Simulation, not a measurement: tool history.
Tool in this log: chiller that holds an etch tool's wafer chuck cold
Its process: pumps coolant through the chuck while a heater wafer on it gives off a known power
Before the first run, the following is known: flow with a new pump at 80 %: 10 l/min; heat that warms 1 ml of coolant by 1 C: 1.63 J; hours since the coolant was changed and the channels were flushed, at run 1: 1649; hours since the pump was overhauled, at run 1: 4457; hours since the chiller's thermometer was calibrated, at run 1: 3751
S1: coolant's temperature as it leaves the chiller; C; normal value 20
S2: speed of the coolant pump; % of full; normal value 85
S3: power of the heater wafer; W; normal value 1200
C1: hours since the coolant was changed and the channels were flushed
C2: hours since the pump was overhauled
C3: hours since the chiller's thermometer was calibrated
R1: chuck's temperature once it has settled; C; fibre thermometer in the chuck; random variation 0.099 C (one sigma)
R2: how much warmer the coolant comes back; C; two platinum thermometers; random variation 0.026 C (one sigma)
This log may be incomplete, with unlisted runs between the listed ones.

run 1 hour=0.0 | S1=20 S2=85 S3=1200 | C1=1649 C2=4457 C3=3751 | R1=30.45 R2=4.28
run 2 hour=103.3 | S1=15 S2=85 S3=1200 | C1=1752 C2=4560 C3=3854 | R1=25.61 R2=4.24
run 3 hour=165.2 | S1=15 S2=85 S3=1200 | C1=1814 C2=4622 C3=3916 | R1=25.49 R2=4.28
run 4 hour=251.7 | S1=15 S2=85 S3=1200 | C1=1900 C2=4708 C3=4002 | R1=25.59 R2=4.26
run 5 hour=313.2 | S1=12 S2=85 S3=1200 | C1=1962 C2=4770 C3=4064 | R1=22.67 R2=4.25
run 6 hour=372.1 | S1=12 S2=66 S3=1200 | C1=2021 C2=4829 C3=4123 | R1=25.33 R2=5.64
run 7 hour=476.9 | S1=12 S2=66 S3=1200 | C1=2125 C2=4934 C3=4228 | R1=25.67 R2=5.63
run 8 hour=577.5 | S1=12 S2=66 S3=1200 | C1=2226 C2=5034 C3=4328 | R1=25.55 R2=5.68
run 9 hour=642.5 | S1=12 S2=66 S3=1200 | C1=2291 C2=5099 C3=4393 | R1=25.55 R2=5.59
run 10 hour=702.8 | S1=20 S2=85 S3=1382 | C1=2351 C2=5160 C3=4454 | R1=32.32 R2=4.86
run 11 hour=752.6 | S1=20 S2=85 S3=1200 | C1=2401 C2=5209 C3=4503 | R1=30.65 R2=4.25
run 12 hour=825.0 | S1=20 S2=85 S3=1543 | C1=2474 C2=5282 C3=4576 | R1=33.73 R2=5.51
run 13 hour=906.5 | S1=11 S2=85 S3=1543 | C1=2555 C2=5363 C3=4657 | R1=24.67 R2=5.50
run 14 hour=981.4 | S1=20 S2=85 S3=638 | C1=2630 C2=5438 C3=4732 | R1=25.71 R2=2.31
run 15 hour=1063.0 | S1=20 S2=85 S3=638 | C1=2712 C2=5520 C3=4814 | R1=25.95 R2=2.29
run 16 hour=1148.7 | S1=20 S2=85 S3=638 | C1=2797 C2=5605 C3=4900 | R1=25.99 R2=2.28
run 17 hour=1214.0 | S1=20 S2=66 S3=765 | C1=2863 C2=5671 C3=4965 | R1=28.77 R2=3.60
run 18 hour=1320.2 | S1=20 S2=66 S3=765 | C1=2969 C2=5777 C3=5071 | R1=28.83 R2=3.63
-- hour=1329.5 chiller's thermometer calibrated
run 19 hour=1386.4 | S1=20 S2=66 S3=765 | C1=3034 C2=5842 C3=57 | R1=28.60 R2=3.63
run 20 hour=1446.7 | S1=19 S2=66 S3=1058 | C1=3094 C2=5902 C3=117 | R1=30.80 R2=5.02
run 21 hour=1533.5 | S1=19 S2=66 S3=1058 | C1=3181 C2=5989 C3=204 | R1=31.11 R2=5.01
run 22 hour=1633.2 | S1=11 S2=85 S3=1720 | C1=3281 C2=6089 C3=304 | R1=26.31 R2=6.17
run 23 hour=1690.4 | S1=10 S2=84 S3=854 | C1=3338 C2=6146 C3=361 | R1=17.86 R2=3.12
run 24 hour=1742.4 | S1=22 S2=86 S3=1200 | C1=3390 C2=6198 C3=413 | R1=32.58 R2=4.24
run 25 hour=1846.3 | S1=22 S2=86 S3=1200 | C1=3494 C2=6302 C3=517 | R1=32.66 R2=4.31
run 26 hour=1897.2 | S1=22 S2=86 S3=1200 | C1=3545 C2=6353 C3=568 | R1=32.60 R2=4.27
run 27 hour=2007.6 | S1=22 S2=86 S3=1200 | C1=3655 C2=6463 C3=678 | R1=32.52 R2=4.25
run 28 hour=2084.3 | S1=14 S2=82 S3=618 | C1=3732 C2=6540 C3=755 | R1=19.63 R2=2.31
run 29 hour=2158.3 | S1=25 S2=96 S3=1755 | C1=3806 C2=6614 C3=829 | R1=39.03 R2=5.54
run 30 hour=2259.8 | S1=25 S2=70 S3=603 | C1=3907 C2=6716 C3=930 | R1=31.50 R2=2.67
run 31 hour=2335.9 | S1=25 S2=70 S3=603 | C1=3984 C2=6792 C3=1006 | R1=31.58 R2=2.72
run 32 hour=2450.1 | S1=22 S2=85 S3=1200 | C1=4098 C2=6906 C3=1121 | R1=32.78 R2=4.31

What if the next run were any one of these 4? Each begins from the tool's condition after run 32:
run A hour=2540.0 | S1=16 S2=66 S3=1285 | C1=4188 C2=6996 C3=1211 | R1=? R2=?
run B hour=2540.0 | S1=21 S2=74 S3=934 | C1=4188 C2=6996 C3=1211 | R1=? R2=?
run C hour=2540.0 | S1=16 S2=91 S3=1200 | C1=4188 C2=6996 C3=1211 | R1=? R2=?
run D hour=2540.0 | S1=16 S2=84 S3=749 | C1=4188 C2=6996 C3=1211 | R1=? R2=?

run=A R1=30.73 R2=6.15
run=B R1=30.50 R2=3.94
run=C R1=26.01 R2=4.03
run=D R1=22.94 R2=2.71
The same runs, with their run-to-run variation unchanged, on a tool lacking any hidden condition would have given:
run=A R1=29.60 R2=5.88
run=B R1=29.74 R2=3.77
run=C R1=25.20 R2=3.85
run=D R1=22.37 R2=2.59
